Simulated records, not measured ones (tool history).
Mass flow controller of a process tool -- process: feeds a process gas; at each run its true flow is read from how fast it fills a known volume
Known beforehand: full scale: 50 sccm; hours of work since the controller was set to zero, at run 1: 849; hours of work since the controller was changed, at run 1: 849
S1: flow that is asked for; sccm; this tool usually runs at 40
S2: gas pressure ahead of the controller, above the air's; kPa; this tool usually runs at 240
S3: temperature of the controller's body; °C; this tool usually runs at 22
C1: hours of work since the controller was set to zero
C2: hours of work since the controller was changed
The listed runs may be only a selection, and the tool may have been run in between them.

{"run": 1, "hour": 0.0, "S1": 40, "S2": 240, "S3": 22, "C1": 849, "C2": 849, "true flow (%)": 100.11}
{"run": 2, "hour": 54.0, "S1": 40, "S2": 141, "S3": 22, "C1": 870, "C2": 870, "true flow (%)": 99.7}
{"run": 3, "hour": 128.1, "S1": 40, "S2": 141, "S3": 22, "C1": 900, "C2": 900, "true flow (%)": 99.76}
{"run": 4, "hour": 217.7, "S1": 40, "S2": 141, "S3": 22, "C1": 935, "C2": 935, "true flow (%)": 99.67}
{"run": 5, "hour": 326.4, "S1": 40, "S2": 141, "S3": 22, "C1": 978, "C2": 978, "true flow (%)": 99.63}
{"run": 6, "hour": 401.3, "S1": 8, "S2": 240, "S3": 22, "C1": 1008, "C2": 1008, "true flow (%)": 97.3}
{"run": 7, "hour": 507.1, "S1": 40, "S2": 240, "S3": 21, "C1": 1050, "C2": 1050, "true flow (%)": 100.31}
{"run": 8, "hour": 552.0, "S1": 40, "S2": 240, "S3": 21, "C1": 1068, "C2": 1068, "true flow (%)": 100.12}
{"run": 9, "hour": 639.0, "S1": 40, "S2": 240, "S3": 21, "C1": 1103, "C2": 1103, "true flow (%)": 100.18}
{"run": 10, "hour": 700.3, "S1": 40, "S2": 240, "S3": 21, "C1": 1127, "C2": 1127, "true flow (%)": 100.08}
{"run": 11, "hour": 754.8, "S1": 40, "S2": 240, "S3": 21, "C1": 1149, "C2": 1149, "true flow (%)": 100.17}
{"run": 12, "hour": 820.6, "S1": 40, "S2": 240, "S3": 21, "C1": 1175, "C2": 1175, "true flow (%)": 100.23}
{"run": 13, "hour": 880.8, "S1": 40, "S2": 240, "S3": 21, "C1": 1199, "C2": 1199, "true flow (%)": 100.18}
{"run": 14, "hour": 954.4, "S1": 40, "S2": 240, "S3": 22, "C1": 1228, "C2": 1228, "true flow (%)": 100.24}
{"run": 15, "hour": 1039.9, "S1": 40, "S2": 240, "S3": 22, "C1": 1262, "C2": 1262, "true flow (%)": 100.26}
{"run": 16, "hour": 1141.2, "S1": 40, "S2": 240, "S3": 22, "C1": 1302, "C2": 1302, "true flow (%)": 100.15}
{"run": 17, "hour": 1219.3, "S1": 40, "S2": 240, "S3": 22, "C1": 1333, "C2": 1333, "true flow (%)": 100.18}
{"run": 18, "hour": 1295.9, "S1": 40, "S2": 240, "S3": 22, "C1": 1364, "C2": 1364, "true flow (%)": 100.24}
{"run": 19, "hour": 1340.4, "S1": 40, "S2": 240, "S3": 37, "C1": 1381, "C2": 1381, "true flow (%)": 100.58}
{"run": 20, "hour": 1433.7, "S1": 40, "S2": 240, "S3": 37, "C1": 1418, "C2": 1418, "true flow (%)": 100.61}
{"run": 21, "hour": 1518.2, "S1": 40, "S2": 240, "S3": 37, "C1": 1452, "C2": 1452, "true flow (%)": 100.62}
{"run": 22, "hour": 1572.8, "S1": 40, "S2": 240, "S3": 22, "C1": 1473, "C2": 1473, "true flow (%)": 100.29}
{"run": 23, "hour": 1677.6, "S1": 40, "S2": 240, "S3": 22, "C1": 1515, "C2": 1515, "true flow (%)": 100.25}
{"run": 24, "hour": 1745.1, "S1": 13, "S2": 221, "S3": 22, "C1": 1542, "C2": 1542, "true flow (%)": 97.61}
{"run": 25, "hour": 1825.4, "S1": 21, "S2": 219, "S3": 25, "C1": 1574, "C2": 1574, "true flow (%)": 98.73}
{"run": 26, "hour": 1926.7, "S1": 19, "S2": 172, "S3": 22, "C1": 1614, "C2": 1614, "true flow (%)": 98.24}
{"run": 27, "hour": 2033.7, "S1": 19, "S2": 172, "S3": 22, "C1": 1657, "C2": 1657, "true flow (%)": 98.22}
{"run": 28, "hour": 2087.3, "S1": 37, "S2": 193, "S3": 22, "C1": 1678, "C2": 1678, "true flow (%)": 99.83}
{"run": 29, "hour": 2147.7, "S1": 27, "S2": 240, "S3": 22, "C1": 1702, "C2": 1702, "true flow (%)": 99.35}
{"run": 30, "hour": 2251.6, "S1": 27, "S2": 240, "S3": 22, "C1": 1743, "C2": 1743, "true flow (%)": 99.28}
{"run": 31, "hour": 2345.4, "S1": 21, "S2": 240, "S3": 38, "C1": 1780, "C2": 1780, "true flow (%)": 99.02}
{"run": 32, "hour": 2397.5, "S1": 30, "S2": 240, "S3": 22, "C1": 1801, "C2": 1801, "true flow (%)": 99.62}
{"run": 33, "hour": 2493.8, "S1": 39, "S2": 240, "S3": 35, "C1": 1839, "C2": 1839, "true flow (%)": 100.51}
{"run": 34, "hour": 2543.6, "S1": 39, "S2": 240, "S3": 35, "C1": 1859, "C2": 1859, "true flow (%)": 100.6}
{"run": 35, "hour": 2628.3, "S1": 40, "S2": 240, "S3": 22, "C1": 1893, "C2": 1893, "true flow (%)": 100.26}
{"run": 36, "hour": 2704.7, "S1": 7, "S2": 237, "S3": 22, "C1": 1923, "C2": 1923, "true flow (%)": 95.74}
{"run": 37, "hour": 2810.6, "S1": 40, "S2": 212, "S3": 29, "C1": 1965, "C2": 1965, "true flow (%)": 100.21}
{"run": 38, "hour": 2916.6, "S1": 19, "S2": 240, "S3": 22, "C1": 2007, "C2": 2007, "true flow (%)": 98.69}
{"run": 39, "hour": 2982.9, "S1": 11, "S2": 222, "S3": 20, "C1": 2033, "C2": 2033, "true flow (%)": 97.03}
{"run": 40, "hour": 3051.3, "S1": 11, "S2": 222, "S3": 20, "C1": 2061, "C2": 2061, "true flow (%)": 96.93}
{"run": 41, "hour": 3109.6, "S1": 31, "S2": 161, "S3": 20, "C1": 2084, "C2": 2084, "true flow (%)": 99.24}
{"run": 42, "hour": 3199.9, "S1": 25, "S2": 211, "S3": 36, "C1": 2120, "C2": 2120, "true flow (%)": 99.37}
{"run": 43, "hour": 3305.8, "S1": 14, "S2": 240, "S3": 25, "C1": 2162, "C2": 2162, "true flow (%)": 97.81}
{"run": 44, "hour": 3377.5, "S1": 14, "S2": 213, "S3": 37, "C1": 2190, "C2": 2190, "true flow (%)": 98.01}
{"run": 45, "hour": 3425.1, "S1": 44, "S2": 193, "S3": 22, "C1": 2209, "C2": 2209, "true flow (%)": 100.24}

Forecast each of these 3 alternatives for the next run:
{"run": "A", "hour": 3500.8, "S1": 6, "S2": 240, "S3": 22, "C1": 2239, "C2": 2239, "true flow (%)": "?"}
{"run": "B", "hour": 3500.8, "S1": 26, "S2": 240, "S3": 40, "C1": 2239, "C2": 2239, "true flow (%)": "?"}
{"run": "C", "hour": 3500.8, "S1": 26, "S2": 242, "S3": 22, "C1": 2239, "C2": 2239, "true flow (%)": "?"}

run=A true_flow_(%)=94.74
run=B true_flow_(%)=99.68
run=C true_flow_(%)=99.20
With no hidden state in the tool, these same runs would have given:
run=A true_flow_(%)=97.88
run=B true_flow_(%)=99.32
run=C true_flow_(%)=98.84

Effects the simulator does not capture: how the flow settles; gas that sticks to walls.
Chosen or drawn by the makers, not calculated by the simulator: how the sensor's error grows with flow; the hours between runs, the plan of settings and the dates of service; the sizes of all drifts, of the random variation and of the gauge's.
